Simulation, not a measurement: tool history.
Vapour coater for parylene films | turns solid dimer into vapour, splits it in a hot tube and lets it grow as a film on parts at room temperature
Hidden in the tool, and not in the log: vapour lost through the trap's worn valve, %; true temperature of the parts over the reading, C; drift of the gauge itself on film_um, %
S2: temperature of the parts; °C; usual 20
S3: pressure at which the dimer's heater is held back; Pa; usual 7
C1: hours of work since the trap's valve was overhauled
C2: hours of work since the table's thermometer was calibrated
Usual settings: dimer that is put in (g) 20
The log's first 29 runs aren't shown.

{"run": 30, "hour": 306.4, "dimer that is put in (g)": 24, "S2": 16, "S3": 7, "C1": 400, "C2": 150, "thickness of the film (µm)": 8.88}
{"run": 31, "hour": 317.3, "dimer that is put in (g)": 16, "S2": 28, "S3": 3.27, "C1": 404, "C2": 155, "thickness of the film (µm)": 4.01}
{"run": 32, "hour": 330.6, "dimer that is put in (g)": 20, "S2": 27, "S3": 7.41, "C1": 410, "C2": 160, "thickness of the film (µm)": 4.84}
{"run": 33, "hour": 345.1, "dimer that is put in (g)": 20, "S2": 27, "S3": 7.41, "C1": 416, "C2": 167, "thickness of the film (µm)": 4.8}
{"run": 34, "hour": 354.9, "dimer that is put in (g)": 20, "S2": 27, "S3": 7.41, "C1": 420, "C2": 171, "thickness of the film (µm)": 4.86}
{"run": 35, "hour": 365.4, "dimer that is put in (g)": 20, "S2": 27, "S3": 7.41, "C1": 425, "C2": 175, "thickness of the film (µm)": 4.82}
{"run": 36, "hour": 374.5, "dimer that is put in (g)": 12, "S2": 21, "S3": 2.84, "C1": 429, "C2": 179, "thickness of the film (µm)": 3.9}
{"run": 37, "hour": 381.5, "dimer that is put in (g)": 25, "S2": 16, "S3": 8.29, "C1": 432, "C2": 182, "thickness of the film (µm)": 9.18}
{"run": 38, "hour": 396.1, "dimer that is put in (g)": 25, "S2": 16, "S3": 8.29, "C1": 438, "C2": 189, "thickness of the film (µm)": 9.06}
{"run": 39, "hour": 403.8, "dimer that is put in (g)": 20, "S2": 24, "S3": 7, "C1": 442, "C2": 192, "thickness of the film (µm)": 5.45}
{"run": 40, "hour": 415.2, "dimer that is put in (g)": 20, "S2": 24, "S3": 7, "C1": 447, "C2": 197, "thickness of the film (µm)": 5.43}
{"run": 41, "hour": 430.1, "dimer that is put in (g)": 20, "S2": 20, "S3": 7, "C1": 453, "C2": 203, "thickness of the film (µm)": 6.28}
{"run": 42, "hour": 444.4, "dimer that is put in (g)": 20, "S2": 20, "S3": 7, "C1": 459, "C2": 209, "thickness of the film (µm)": 6.26}

Forecast run 43:
{"run": 43, "hour": 451.0, "dimer that is put in (g)": 16, "S2": 19, "S3": 6.46, "C1": 462, "C2": 212, "thickness of the film (µm)": "?"}

{"run 43": {"thickness of the film (µm)": 5.31}}
Without the tool's hidden state the same run would have given thickness of the film (µm) 5.82.

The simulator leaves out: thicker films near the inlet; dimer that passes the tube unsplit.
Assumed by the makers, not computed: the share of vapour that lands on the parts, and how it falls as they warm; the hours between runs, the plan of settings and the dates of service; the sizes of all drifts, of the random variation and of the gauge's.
